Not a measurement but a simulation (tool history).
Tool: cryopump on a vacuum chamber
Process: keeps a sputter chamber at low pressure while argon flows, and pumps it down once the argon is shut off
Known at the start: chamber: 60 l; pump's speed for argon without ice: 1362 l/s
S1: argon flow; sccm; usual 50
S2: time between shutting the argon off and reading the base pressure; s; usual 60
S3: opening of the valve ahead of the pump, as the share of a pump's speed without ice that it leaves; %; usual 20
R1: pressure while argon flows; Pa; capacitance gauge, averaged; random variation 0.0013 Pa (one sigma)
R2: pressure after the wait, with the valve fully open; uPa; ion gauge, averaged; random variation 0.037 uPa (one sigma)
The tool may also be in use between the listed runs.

run	hour	S1	S2	S3	R1	R2
1	0	50	60	20	0.3202	2.76
2	17.2	50	60	20	0.3227	2.9
3	35.2	50	60	20	0.3219	2.93
4	55.2	30	60	20	0.1932	2.9
5	70	50	60	20	0.3232	2.93
6	85.5	50	60	20	0.3242	2.93
7	103.7	50	60	20	0.3208	2.96
8	116.9	50	60	20	0.3228	2.9
9	137.7	50	60	20	0.3224	2.96
10	161.8	50	60	20	0.3261	2.96
11	179.5	50	33	20	0.3274	4.51
12	202.6	50	33	20	0.324	4.61
13	213.8	65	92	20	0.4209	2.36

4 ways to go on from here, each from the tool as it stands after run 13. What would each give?
A	224.8	47	283	24	?	?
B	224.8	50	60	21	?	?
C	224.8	52	40	32	?	?
D	224.8	65	31	49	?	?

run	R1	R2
A	0.2572	1.56
B	0.3102	3.11
C	0.2184	3.98
D	0.186	4.81
Without the tool's hidden state the same runs would have given:
run	R1	R2
A	0.243	0.58
B	0.2951	2.11
C	0.2026	3
D	0.1662	3.82
